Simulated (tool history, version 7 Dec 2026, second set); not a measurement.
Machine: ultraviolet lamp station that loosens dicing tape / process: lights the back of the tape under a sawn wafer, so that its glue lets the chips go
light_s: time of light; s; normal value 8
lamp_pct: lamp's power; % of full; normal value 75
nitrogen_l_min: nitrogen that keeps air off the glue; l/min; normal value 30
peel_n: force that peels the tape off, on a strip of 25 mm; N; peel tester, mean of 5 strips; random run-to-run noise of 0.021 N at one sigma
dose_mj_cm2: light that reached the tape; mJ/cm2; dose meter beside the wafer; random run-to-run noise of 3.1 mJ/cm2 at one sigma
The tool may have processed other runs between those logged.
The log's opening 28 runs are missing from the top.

Run 29, hour 726.9: usual settings but light_s 4 s, lamp_pct 80 % of full, nitrogen_l_min 51 l/min. Result: peel_n 3.32 N, dose_mj_cm2 170 mJ/cm2.
At hour 733.3: window cleaned of glue's vapour.
Run 30, hour 745: usual settings but light_s 4 s, lamp_pct 80 % of full, nitrogen_l_min 51 l/min. Result: peel_n 3.139 N, dose_mj_cm2 184 mJ/cm2.
Run 31, hour 773: usual settings but lamp_pct 83 % of full, nitrogen_l_min 12 l/min. Result: peel_n 2.271 N, dose_mj_cm2 373 mJ/cm2.
Run 32, hour 807.2: usual settings but lamp_pct 78 % of full, nitrogen_l_min 10 l/min. Result: peel_n 2.695 N, dose_mj_cm2 345 mJ/cm2.
Run 33, hour 831.9: usual settings but lamp_pct 78 % of full, nitrogen_l_min 10 l/min. Result: peel_n 2.664 N, dose_mj_cm2 347 mJ/cm2.
Run 34, hour 846.3: usual settings but lamp_pct 78 % of full, nitrogen_l_min 10 l/min. Result: peel_n 2.659 N, dose_mj_cm2 346 mJ/cm2.
Run 35, hour 877.4: usual settings but lamp_pct 78 % of full, nitrogen_l_min 10 l/min. Result: peel_n 2.695 N, dose_mj_cm2 343 mJ/cm2.
Run 36, hour 901.6: usual settings but light_s 5 s, lamp_pct 60 % of full, nitrogen_l_min 46 l/min. Result: peel_n 3.512 N, dose_mj_cm2 162 mJ/cm2.
Run 37, hour 933.6: usual settings but light_s 15 s, lamp_pct 64 % of full, nitrogen_l_min 51 l/min. Result: peel_n 0.688 N, dose_mj_cm2 512 mJ/cm2.
Run 38, hour 950.9: usual settings but light_s 15 s, lamp_pct 64 % of full, nitrogen_l_min 51 l/min. Result: peel_n 0.69 N, dose_mj_cm2 512 mJ/cm2.
Run 39, hour 968.8: usual settings but light_s 12 s, lamp_pct 85 % of full. Result: peel_n 0.793 N, dose_mj_cm2 546 mJ/cm2.
Run 40, hour 988.2: usual settings but light_s 12 s, lamp_pct 98 % of full. Result: peel_n 0.606 N, dose_mj_cm2 617 mJ/cm2.
Run 41, hour 1007.7: usual settings but light_s 12 s, lamp_pct 98 % of full. Result: peel_n 0.615 N, dose_mj_cm2 615 mJ/cm2.
Run 42, hour 1032.9: usual settings but light_s 14 s, lamp_pct 93 % of full, nitrogen_l_min 28 l/min. Result: peel_n 0.546 N, dose_mj_cm2 675 mJ/cm2.
Run 43, hour 1059.6: usual settings but light_s 14 s, lamp_pct 81 % of full, nitrogen_l_min 46 l/min. Result: peel_n 0.546 N, dose_mj_cm2 584 mJ/cm2.
Run 44, hour 1074.5: usual settings but light_s 6 s, lamp_pct 67 % of full. Result: peel_n 3.158 N, dose_mj_cm2 208 mJ/cm2.

Below are 3 alternative next runs, each starting from the tool's condition after run 44. Predict each:
Run A, hour 1096.5: usual settings but light_s 10 s, lamp_pct 62 % of full. Result: peel_n ?, dose_mj_cm2 ?.
Run B, hour 1096.5: usual settings but lamp_pct 67 % of full. Result: peel_n ?, dose_mj_cm2 ?.
Run C, hour 1096.5: usual settings but light_s 6 s, lamp_pct 80 % of full. Result: peel_n ?, dose_mj_cm2 ?.

run  peel_n  dose_mj_cm2
  A   1.993          316
  B   2.422          275
  C   2.662          245
With no hidden state in the tool, these same runs would have given:
run  peel_n  dose_mj_cm2
  A   0.975          491
  B   1.263          428
  C   1.469          381

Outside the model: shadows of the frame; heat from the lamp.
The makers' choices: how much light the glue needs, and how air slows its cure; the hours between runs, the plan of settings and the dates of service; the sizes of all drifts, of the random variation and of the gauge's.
